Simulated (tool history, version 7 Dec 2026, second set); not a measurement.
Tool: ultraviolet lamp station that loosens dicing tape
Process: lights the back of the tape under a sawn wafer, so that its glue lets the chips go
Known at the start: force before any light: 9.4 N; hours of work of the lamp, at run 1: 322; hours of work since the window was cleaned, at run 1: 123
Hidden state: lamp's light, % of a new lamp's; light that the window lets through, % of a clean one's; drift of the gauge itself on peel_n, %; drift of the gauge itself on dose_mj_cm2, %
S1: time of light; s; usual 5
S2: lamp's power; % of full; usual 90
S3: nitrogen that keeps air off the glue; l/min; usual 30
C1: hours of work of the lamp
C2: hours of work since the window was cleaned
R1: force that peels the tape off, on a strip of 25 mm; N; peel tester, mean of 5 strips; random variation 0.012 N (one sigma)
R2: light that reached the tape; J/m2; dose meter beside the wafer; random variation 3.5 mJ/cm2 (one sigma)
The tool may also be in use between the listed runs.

| run | hour | S1 | S2 | S3 | C1 | C2 | R1 | R2 |
|---|---|---|---|---|---|---|---|---|
| 1 | 0.0 | 5 | 90 | 30 | 322 | 123 | 0.719 | 5210 |
| 2 | 15.8 | 9 | 90 | 30 | 334 | 135 | 0.134 | 9230 |
| 3 | 34.6 | 5 | 83 | 30 | 348 | 149 | 0.927 | 4700 |
| 4 | 46.8 | 5 | 83 | 30 | 358 | 158 | 0.924 | 4680 |
| 5 | 68.1 | 5 | 83 | 30 | 374 | 175 | 0.907 | 4600 |
| 6 | 86.5 | 5 | 90 | 30 | 388 | 189 | 0.748 | 4920 |
| 7 | 100.5 | 5 | 90 | 30 | 398 | 199 | 0.765 | 4880 |
| 8 | 121.9 | 5 | 90 | 30 | 414 | 215 | 0.795 | 4870 |
| 9 | 142.1 | 5 | 90 | 30 | 430 | 231 | 0.794 | 4810 |
| 10 | 156.4 | 5 | 90 | 30 | 441 | 241 | 0.808 | 4880 |
| 11 | 175.6 | 9 | 93 | 30 | 455 | 256 | 0.158 | 8830 |
| 12 | 195.9 | 9 | 93 | 30 | 470 | 271 | 0.164 | 8830 |
| 13 | 205.8 | 9 | 93 | 30 | 478 | 279 | 0.167 | 8770 |
|  | 222.1 | window cleaned of glue's vapour |
| 14 | 222.1 | 5 | 69 | 33 | 490 | 0 | 1.160 | 4050 |

The next listed run, before its measurement:
| 15 | 232.2 | 5 | 69 | 28 | 497 | 8 | ? | ? |

Run 15 gave R1 1.254 N, R2 4000 J/m2.
Without the tool's hidden state the same run would have given R1 1.055 N, R2 4350 J/m2.

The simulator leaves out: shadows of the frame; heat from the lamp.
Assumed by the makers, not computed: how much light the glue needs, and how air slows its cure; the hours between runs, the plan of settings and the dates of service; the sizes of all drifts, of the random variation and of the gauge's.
